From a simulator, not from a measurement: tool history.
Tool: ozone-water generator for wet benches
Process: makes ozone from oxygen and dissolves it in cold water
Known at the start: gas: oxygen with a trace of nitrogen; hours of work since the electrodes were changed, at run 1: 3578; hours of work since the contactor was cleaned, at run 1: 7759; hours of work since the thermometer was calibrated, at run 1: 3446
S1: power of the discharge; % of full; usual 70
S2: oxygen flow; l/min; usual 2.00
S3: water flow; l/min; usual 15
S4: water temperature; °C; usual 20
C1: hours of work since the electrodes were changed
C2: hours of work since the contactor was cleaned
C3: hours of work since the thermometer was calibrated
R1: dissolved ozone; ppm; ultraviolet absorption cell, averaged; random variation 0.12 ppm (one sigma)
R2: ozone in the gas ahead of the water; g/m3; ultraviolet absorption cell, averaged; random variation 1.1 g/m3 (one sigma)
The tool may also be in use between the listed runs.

{"run": 1, "hour": 0.0, "S1": 70, "S2": 2.0, "S3": 15, "S4": 20, "C1": 3578, "C2": 7759, "C3": 3446, "R1": 8.9, "R2": 179.8}
{"run": 2, "hour": 112.9, "S1": 70, "S2": 2.0, "S3": 15, "S4": 20, "C1": 3672, "C2": 7854, "C3": 3540, "R1": 8.9, "R2": 178.3}
{"run": 3, "hour": 221.1, "S1": 41, "S2": 2.0, "S3": 15, "S4": 20, "C1": 3763, "C2": 7944, "C3": 3630, "R1": 5.5, "R2": 115.3}
{"hour": 231.9, "done": "water thermometer calibrated"}
{"run": 4, "hour": 293.6, "S1": 41, "S2": 2.0, "S3": 15, "S4": 20, "C1": 3823, "C2": 8004, "C3": 51, "R1": 5.5, "R2": 114.2}
{"run": 5, "hour": 357.3, "S1": 41, "S2": 2.0, "S3": 15, "S4": 20, "C1": 3876, "C2": 8057, "C3": 105, "R1": 5.7, "R2": 114.9}
{"run": 6, "hour": 437.7, "S1": 70, "S2": 2.0, "S3": 15, "S4": 20, "C1": 3943, "C2": 8124, "C3": 172, "R1": 8.5, "R2": 180.4}
{"run": 7, "hour": 533.0, "S1": 70, "S2": 2.83, "S3": 15, "S4": 20, "C1": 4023, "C2": 8204, "C3": 251, "R1": 8.6, "R2": 141.8}
{"run": 8, "hour": 633.4, "S1": 70, "S2": 2.83, "S3": 15, "S4": 20, "C1": 4107, "C2": 8288, "C3": 335, "R1": 8.6, "R2": 142.5}
{"run": 9, "hour": 748.2, "S1": 70, "S2": 2.0, "S3": 13, "S4": 20, "C1": 4202, "C2": 8383, "C3": 431, "R1": 10.2, "R2": 180.8}
{"run": 10, "hour": 812.7, "S1": 70, "S2": 2.0, "S3": 15, "S4": 25, "C1": 4256, "C2": 8437, "C3": 485, "R1": 8.3, "R2": 179.0}
{"run": 11, "hour": 889.1, "S1": 80, "S2": 2.0, "S3": 15, "S4": 20, "C1": 4320, "C2": 8501, "C3": 549, "R1": 9.6, "R2": 200.8}
{"run": 12, "hour": 994.8, "S1": 80, "S2": 2.0, "S3": 15, "S4": 20, "C1": 4408, "C2": 8589, "C3": 637, "R1": 9.7, "R2": 199.4}
{"run": 13, "hour": 1050.9, "S1": 70, "S2": 2.0, "S3": 10, "S4": 20, "C1": 4455, "C2": 8636, "C3": 684, "R1": 13.4, "R2": 177.1}
{"run": 14, "hour": 1106.0, "S1": 70, "S2": 2.0, "S3": 15, "S4": 21, "C1": 4501, "C2": 8682, "C3": 730, "R1": 8.6, "R2": 178.6}
{"run": 15, "hour": 1168.4, "S1": 70, "S2": 2.0, "S3": 15, "S4": 21, "C1": 4553, "C2": 8734, "C3": 782, "R1": 8.5, "R2": 177.0}
{"run": 16, "hour": 1264.9, "S1": 70, "S2": 2.0, "S3": 11, "S4": 19, "C1": 4634, "C2": 8815, "C3": 862, "R1": 12.1, "R2": 179.7}
{"run": 17, "hour": 1355.0, "S1": 70, "S2": 2.0, "S3": 15, "S4": 12, "C1": 4709, "C2": 8890, "C3": 937, "R1": 9.2, "R2": 177.8}
{"run": 18, "hour": 1421.6, "S1": 70, "S2": 2.0, "S3": 15, "S4": 12, "C1": 4764, "C2": 8946, "C3": 993, "R1": 9.2, "R2": 177.4}
{"run": 19, "hour": 1514.3, "S1": 70, "S2": 2.0, "S3": 15, "S4": 12, "C1": 4842, "C2": 9023, "C3": 1070, "R1": 9.0, "R2": 176.1}
{"run": 20, "hour": 1577.0, "S1": 70, "S2": 2.0, "S3": 15, "S4": 12, "C1": 4894, "C2": 9075, "C3": 1123, "R1": 9.0, "R2": 178.9}
{"run": 21, "hour": 1627.0, "S1": 70, "S2": 1.09, "S3": 15, "S4": 12, "C1": 4936, "C2": 9117, "C3": 1164, "R1": 8.3, "R2": 267.6}
{"run": 22, "hour": 1710.3, "S1": 70, "S2": 1.09, "S3": 15, "S4": 12, "C1": 5005, "C2": 9187, "C3": 1234, "R1": 8.3, "R2": 266.4}
{"run": 23, "hour": 1760.1, "S1": 86, "S2": 2.0, "S3": 15, "S4": 20, "C1": 5047, "C2": 9228, "C3": 1276, "R1": 10.1, "R2": 210.5}
{"run": 24, "hour": 1864.5, "S1": 86, "S2": 2.0, "S3": 15, "S4": 20, "C1": 5134, "C2": 9315, "C3": 1363, "R1": 10.0, "R2": 210.1}
{"run": 25, "hour": 1921.9, "S1": 79, "S2": 1.47, "S3": 11, "S4": 20, "C1": 5182, "C2": 9363, "C3": 1411, "R1": 13.2, "R2": 244.0}
{"run": 26, "hour": 2018.3, "S1": 70, "S2": 1.77, "S3": 13, "S4": 17, "C1": 5263, "C2": 9444, "C3": 1491, "R1": 10.2, "R2": 192.3}
{"run": 27, "hour": 2099.8, "S1": 43, "S2": 2.18, "S3": 15, "S4": 21, "C1": 5331, "C2": 9512, "C3": 1559, "R1": 5.6, "R2": 112.7}
{"run": 28, "hour": 2200.9, "S1": 43, "S2": 1.86, "S3": 19, "S4": 21, "C1": 5415, "C2": 9596, "C3": 1644, "R1": 4.2, "R2": 123.5}
{"run": 29, "hour": 2253.1, "S1": 43, "S2": 1.86, "S3": 19, "S4": 21, "C1": 5458, "C2": 9640, "C3": 1687, "R1": 4.1, "R2": 124.7}

Forecast each of these 4 alternatives for the next run:
{"run": "A", "hour": 2303.2, "S1": 43, "S2": 1.86, "S3": 10, "S4": 21, "C1": 5500, "C2": 9681, "C3": 1729, "R1": "?", "R2": "?"}
{"run": "B", "hour": 2303.2, "S1": 58, "S2": 1.95, "S3": 15, "S4": 20, "C1": 5500, "C2": 9681, "C3": 1729, "R1": "?", "R2": "?"}
{"run": "C", "hour": 2303.2, "S1": 70, "S2": 2.87, "S3": 24, "S4": 15, "C1": 5500, "C2": 9681, "C3": 1729, "R1": "?", "R2": "?"}
{"run": "D", "hour": 2303.2, "S1": 70, "S2": 2.0, "S3": 15, "S4": 23, "C1": 5500, "C2": 9681, "C3": 1729, "R1": "?", "R2": "?"}

run=A R1=8.6 R2=123.8
run=B R1=7.3 R2=153.4
run=C R1=5.1 R2=138.4
run=D R1=8.1 R2=177.4
Without the tool's hidden state the same runs would have given:
run=A R1=9.9 R2=128.1
run=B R1=8.6 R2=161.0
run=C R1=6.1 R2=146.6
run=D R1=9.7 R2=188.0

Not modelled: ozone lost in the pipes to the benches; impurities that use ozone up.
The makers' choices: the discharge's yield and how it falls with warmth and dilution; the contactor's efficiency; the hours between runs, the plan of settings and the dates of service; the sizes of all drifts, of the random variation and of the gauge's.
